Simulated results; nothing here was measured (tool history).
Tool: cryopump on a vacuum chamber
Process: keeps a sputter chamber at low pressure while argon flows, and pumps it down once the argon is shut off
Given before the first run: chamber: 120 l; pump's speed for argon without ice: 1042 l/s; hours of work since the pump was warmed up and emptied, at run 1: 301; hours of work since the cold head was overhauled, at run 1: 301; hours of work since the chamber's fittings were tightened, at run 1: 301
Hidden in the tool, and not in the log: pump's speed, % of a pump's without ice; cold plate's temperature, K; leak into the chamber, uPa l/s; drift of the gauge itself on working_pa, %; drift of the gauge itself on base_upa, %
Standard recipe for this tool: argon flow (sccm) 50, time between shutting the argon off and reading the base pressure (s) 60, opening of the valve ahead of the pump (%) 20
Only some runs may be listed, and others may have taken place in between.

run	hour	argon flow (sccm)	time between shutting the argon off and reading the base pressure (s)	opening of the valve ahead of the pump (%)	hours of work since the pump was warmed up and emptied	hours of work since the cold head was overhauled	hours of work since the chamber's fittings were tightened	pressure while argon flows (Pa)	pressure after the wait (uPa)
1	0.0	50	60	20	301	301	301	0.4173	1.69
2	93.9	50	60	20	362	362	362	0.4210	1.87
3	162.3	50	31	20	407	407	407	0.4257	2.79
4	233.2	50	31	20	453	453	453	0.4279	2.84
# hour 302.4: pump warmed up, emptied and cooled again
5	311.9	80	60	20	6	501	501	0.6558	1.87
6	378.7	80	60	20	50	544	544	0.6561	2.05
7	464.0	80	60	20	105	600	600	0.6555	2.08
8	518.3	50	60	20	140	635	635	0.4104	2.25
9	577.8	50	60	20	179	673	673	0.4141	2.29
10	645.0	82	60	20	223	717	717	0.6804	2.42
11	699.2	82	60	20	258	752	752	0.6833	2.56
12	760.4	50	60	39	298	792	792	0.2239	2.67
13	800.5	50	60	39	324	818	818	0.2230	2.63
14	897.8	50	60	39	387	881	881	0.2276	2.96
15	939.3	50	60	39	414	908	908	0.2287	2.99
16	1028.8	93	236	39	472	967	967	0.4295	2.52
# hour 1069.2: pump warmed up, emptied and cooled again
17	1090.9	93	236	39	14	1004	1004	0.3915	2.16
18	1143.7	85	60	27	48	1038	1038	0.5153	2.85
19	1192.6	50	23	20	80	1070	1070	0.4113	4.25
20	1269.1	93	60	17	130	1119	1119	0.9025	3.15
21	1354.6	93	60	17	185	1175	1175	0.9023	3.19
22	1441.1	50	60	26	242	1231	1231	0.3222	3.38
23	1539.6	28	44	34	306	1295	1295	0.1428	3.93
24	1628.9	38	60	54	364	1353	1353	0.1273	3.82
25	1703.1	29	29	20	412	1401	1401	0.2475	4.81
26	1789.3	29	99	38	468	1457	1457	0.1377	3.94
# hour 1832.8: pump warmed up, emptied and cooled again
27	1869.9	29	99	38	24	1507	1507	0.1257	3.31
28	1936.9	50	60	56	68	1550	1550	0.1505	3.77
29	2000.5	50	91	35	109	1591	1591	0.2400	3.63
30	2086.3	50	257	21	165	1647	1647	0.3982	3.53

Measured result minus the same run's result without the hidden state. Both carry the same run-to-run variation, though not necessarily the same gauge scatter:
run	pressure while argon flows (Pa)	pressure after the wait (uPa)
1	+0.0131	+0.55
2	+0.0159	+0.70
3	+0.0183	+0.82
4	+0.0206	+0.92
5	+0.0022	+0.76
6	+0.0051	+0.88
7	+0.0086	+0.97
8	+0.0067	+1.08
9	+0.0084	+1.16
10	+0.0168	+1.28
11	+0.0200	+1.39
12	+0.0144	+1.52
13	+0.0156	+1.52
14	+0.0193	+1.80
15	+0.0209	+1.85
16	+0.0450	+2.04
17	+0.0034	+1.65
18	+0.0051	+1.71
19	+0.0044	+1.78
20	+0.0117	+1.97
21	+0.0164	+2.06
22	+0.0115	+2.27
23	+0.0083	+2.48
24	+0.0136	+2.67
25	+0.0119	+2.82
26	+0.0139	+3.13
27	+0.0018	+2.48
28	+0.0049	+2.66
29	+0.0065	+2.78
30	+0.0089	+3.03

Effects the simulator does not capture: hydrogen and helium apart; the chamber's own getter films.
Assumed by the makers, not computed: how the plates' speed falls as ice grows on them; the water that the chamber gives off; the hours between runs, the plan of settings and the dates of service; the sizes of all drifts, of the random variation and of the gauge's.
